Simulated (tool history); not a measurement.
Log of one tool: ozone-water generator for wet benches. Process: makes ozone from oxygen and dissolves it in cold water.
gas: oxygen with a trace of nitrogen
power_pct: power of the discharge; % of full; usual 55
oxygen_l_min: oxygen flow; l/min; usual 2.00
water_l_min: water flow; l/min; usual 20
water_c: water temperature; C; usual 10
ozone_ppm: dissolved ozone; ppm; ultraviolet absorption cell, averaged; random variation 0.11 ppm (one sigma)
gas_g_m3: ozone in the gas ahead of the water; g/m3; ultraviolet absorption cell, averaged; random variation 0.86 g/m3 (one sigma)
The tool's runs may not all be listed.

run 1 hour=0.0 | power_pct=55 oxygen_l_min=2.00 water_l_min=20 water_c=10 | ozone_ppm=9.1 gas_g_m3=140.0
run 2 hour=44.9 | power_pct=55 oxygen_l_min=2.00 water_l_min=20 water_c=10 | ozone_ppm=9.0 gas_g_m3=139.0
run 3 hour=115.5 | power_pct=55 oxygen_l_min=2.00 water_l_min=20 water_c=10 | ozone_ppm=9.0 gas_g_m3=140.4
run 4 hour=161.8 | power_pct=55 oxygen_l_min=1.59 water_l_min=20 water_c=10 | ozone_ppm=8.3 gas_g_m3=154.8
run 5 hour=216.4 | power_pct=55 oxygen_l_min=2.00 water_l_min=20 water_c=10 | ozone_ppm=9.2 gas_g_m3=139.4
run 6 hour=298.5 | power_pct=55 oxygen_l_min=2.00 water_l_min=20 water_c=10 | ozone_ppm=8.9 gas_g_m3=139.5
run 7 hour=335.5 | power_pct=55 oxygen_l_min=2.00 water_l_min=20 water_c=7 | ozone_ppm=9.1 gas_g_m3=138.2
run 8 hour=380.3 | power_pct=55 oxygen_l_min=2.00 water_l_min=20 water_c=7 | ozone_ppm=9.1 gas_g_m3=138.4
run 9 hour=452.6 | power_pct=55 oxygen_l_min=2.00 water_l_min=12 water_c=10 | ozone_ppm=14.5 gas_g_m3=139.3
run 10 hour=509.2 | power_pct=55 oxygen_l_min=2.00 water_l_min=12 water_c=10 | ozone_ppm=14.5 gas_g_m3=140.1
run 11 hour=589.8 | power_pct=55 oxygen_l_min=2.00 water_l_min=12 water_c=10 | ozone_ppm=14.6 gas_g_m3=137.9
run 12 hour=663.6 | power_pct=55 oxygen_l_min=2.00 water_l_min=20 water_c=8 | ozone_ppm=9.2 gas_g_m3=140.4
run 13 hour=724.7 | power_pct=55 oxygen_l_min=2.00 water_l_min=18 water_c=10 | ozone_ppm=10.1 gas_g_m3=138.8
run 14 hour=800.1 | power_pct=55 oxygen_l_min=2.00 water_l_min=18 water_c=10 | ozone_ppm=10.2 gas_g_m3=138.4
run 15 hour=839.7 | power_pct=55 oxygen_l_min=2.00 water_l_min=20 water_c=10 | ozone_ppm=8.9 gas_g_m3=138.1
run 16 hour=920.3 | power_pct=55 oxygen_l_min=2.00 water_l_min=20 water_c=6 | ozone_ppm=9.3 gas_g_m3=139.5
run 17 hour=958.5 | power_pct=55 oxygen_l_min=2.00 water_l_min=20 water_c=10 | ozone_ppm=9.1 gas_g_m3=139.9
-- hour=976.0 water thermometer calibrated
run 18 hour=1000.1 | power_pct=55 oxygen_l_min=2.77 water_l_min=19 water_c=13 | ozone_ppm=10.2 gas_g_m3=118.7
run 19 hour=1052.0 | power_pct=69 oxygen_l_min=2.00 water_l_min=26 water_c=10 | ozone_ppm=8.2 gas_g_m3=168.3
run 20 hour=1121.4 | power_pct=69 oxygen_l_min=1.35 water_l_min=21 water_c=10 | ozone_ppm=8.8 gas_g_m3=201.6
run 21 hour=1188.3 | power_pct=69 oxygen_l_min=1.35 water_l_min=21 water_c=10 | ozone_ppm=8.9 gas_g_m3=199.3
run 22 hour=1221.9 | power_pct=55 oxygen_l_min=2.00 water_l_min=20 water_c=16 | ozone_ppm=8.6 gas_g_m3=139.6
run 23 hour=1282.7 | power_pct=55 oxygen_l_min=2.00 water_l_min=20 water_c=16 | ozone_ppm=8.7 gas_g_m3=138.4
run 24 hour=1346.6 | power_pct=55 oxygen_l_min=2.00 water_l_min=20 water_c=16 | ozone_ppm=8.5 gas_g_m3=137.7
run 25 hour=1395.8 | power_pct=55 oxygen_l_min=2.00 water_l_min=20 water_c=16 | ozone_ppm=8.8 gas_g_m3=138.3
run 26 hour=1440.7 | power_pct=55 oxygen_l_min=2.00 water_l_min=20 water_c=16 | ozone_ppm=8.5 gas_g_m3=139.6
run 27 hour=1521.7 | power_pct=55 oxygen_l_min=2.00 water_l_min=20 water_c=16 | ozone_ppm=8.6 gas_g_m3=137.6

Run 28 comes next. What will it give?
run 28 hour=1574.8 | power_pct=55 oxygen_l_min=2.00 water_l_min=20 water_c=10 | ozone_ppm=? gas_g_m3=?

{"run 28": {"ozone_ppm": 9.0, "gas_g_m3": 137.2}}
Without the tool's hidden state the same run would have given ozone_ppm 9.1 ppm, gas_g_m3 137.2 g/m3.

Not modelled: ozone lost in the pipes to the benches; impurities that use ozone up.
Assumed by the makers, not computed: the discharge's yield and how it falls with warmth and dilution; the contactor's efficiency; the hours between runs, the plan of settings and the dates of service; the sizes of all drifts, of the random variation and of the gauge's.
